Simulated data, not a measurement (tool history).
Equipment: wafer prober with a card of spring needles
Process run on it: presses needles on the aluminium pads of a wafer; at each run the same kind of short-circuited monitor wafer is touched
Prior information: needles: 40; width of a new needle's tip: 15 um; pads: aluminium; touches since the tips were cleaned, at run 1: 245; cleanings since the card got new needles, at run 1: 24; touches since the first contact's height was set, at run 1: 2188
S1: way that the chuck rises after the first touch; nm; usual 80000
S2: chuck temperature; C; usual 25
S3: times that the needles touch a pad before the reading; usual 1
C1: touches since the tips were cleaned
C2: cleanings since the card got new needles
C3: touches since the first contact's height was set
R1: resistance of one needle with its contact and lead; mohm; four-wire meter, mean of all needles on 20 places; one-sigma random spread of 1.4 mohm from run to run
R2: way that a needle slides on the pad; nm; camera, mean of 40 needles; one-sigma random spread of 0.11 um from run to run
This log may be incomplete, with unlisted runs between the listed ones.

| run | hour | S1 | S2 | S3 | C1 | C2 | C3 | R1 | R2 |
|---|---|---|---|---|---|---|---|---|---|
| 1 | 0 | 80000 | 25 | 1 | 245 | 24 | 2188 | 136 | 21900 |
| 2 | 10.3 | 80000 | 25 | 1 | 5064 | 24 | 7007 | 247 | 21940 |
|  | 16.4 | tips cleaned on abrasive film |
| 3 | 18.7 | 80000 | 25 | 1 | 1058 | 25 | 10873 | 173 | 21870 |
| 4 | 27.8 | 80000 | 25 | 1 | 5327 | 25 | 15142 | 254 | 21730 |
|  | 33.6 | tips cleaned on abrasive film |
| 5 | 38.9 | 80000 | 25 | 1 | 2517 | 26 | 20285 | 209 | 22080 |
| 6 | 47 | 80000 | 55 | 1 | 6259 | 26 | 24027 | 258 | 21890 |
|  | 51 | tips cleaned on abrasive film |
| 7 | 61 | 80000 | 55 | 1 | 4696 | 27 | 30560 | 239 | 21810 |
|  | 68.6 | tips cleaned on abrasive film |
| 8 | 70.2 | 80000 | 25 | 1 | 748 | 28 | 34793 | 167 | 21850 |
| 9 | 77.3 | 80000 | 77 | 1 | 4037 | 28 | 38082 | 242 | 21810 |
|  | 85.5 | tips cleaned on abrasive film |
| 10 | 88.9 | 80000 | 77 | 1 | 1613 | 29 | 43492 | 186 | 21850 |
| 11 | 95.5 | 80000 | 25 | 1 | 4696 | 29 | 46575 | 246 | 21880 |
| 12 | 101.6 | 80000 | 25 | 1 | 7523 | 29 | 49402 | 274 | 21810 |
|  | 102.9 | tips cleaned on abrasive film |
| 13 | 108.3 | 80000 | 25 | 1 | 2511 | 30 | 52493 | 214 | 21910 |
| 14 | 116.3 | 92000 | 25 | 1 | 6258 | 30 | 56240 | 230 | 24890 |
|  | 120.4 | tips cleaned on abrasive film |
| 15 | 124.2 | 92000 | 25 | 1 | 1801 | 31 | 59871 | 179 | 25020 |
| 16 | 136.2 | 92000 | 25 | 1 | 7392 | 31 | 65462 | 238 | 25060 |
|  | 137.8 | tips cleaned on abrasive film |
| 17 | 143.4 | 92000 | 25 | 1 | 2612 | 32 | 68796 | 195 | 25180 |
|  | 154.7 | tips cleaned on abrasive film |
| 18 | 154.7 | 82000 | 94 | 1 | 0 | 33 | 74033 | 135 | 22300 |
| 19 | 167.4 | 99000 | 25 | 1 | 5934 | 33 | 79967 | 214 | 26810 |
|  | 172.4 | tips cleaned on abrasive film |
| 20 | 174.6 | 96000 | 33 | 1 | 1015 | 34 | 83262 | 151 | 26020 |
| 21 | 183.3 | 96000 | 33 | 1 | 5068 | 34 | 87315 | 214 | 25870 |
|  | 184.8 | height of the first contact set anew |
|  | 189.5 | tips cleaned on abrasive film |
| 22 | 189.9 | 96000 | 43 | 2 | 167 | 35 | 2307 | 127 | 25780 |

The next listed run, before its measurement:
| 23 | 199.3 | 96000 | 43 | 2 | 4592 | 35 | 6732 | ? | ? |

Run 23 produced R1 175 mohm, R2 25850 nm.
With no hidden state in the tool, this same run would have given R1 117 mohm, R2 26390 nm.

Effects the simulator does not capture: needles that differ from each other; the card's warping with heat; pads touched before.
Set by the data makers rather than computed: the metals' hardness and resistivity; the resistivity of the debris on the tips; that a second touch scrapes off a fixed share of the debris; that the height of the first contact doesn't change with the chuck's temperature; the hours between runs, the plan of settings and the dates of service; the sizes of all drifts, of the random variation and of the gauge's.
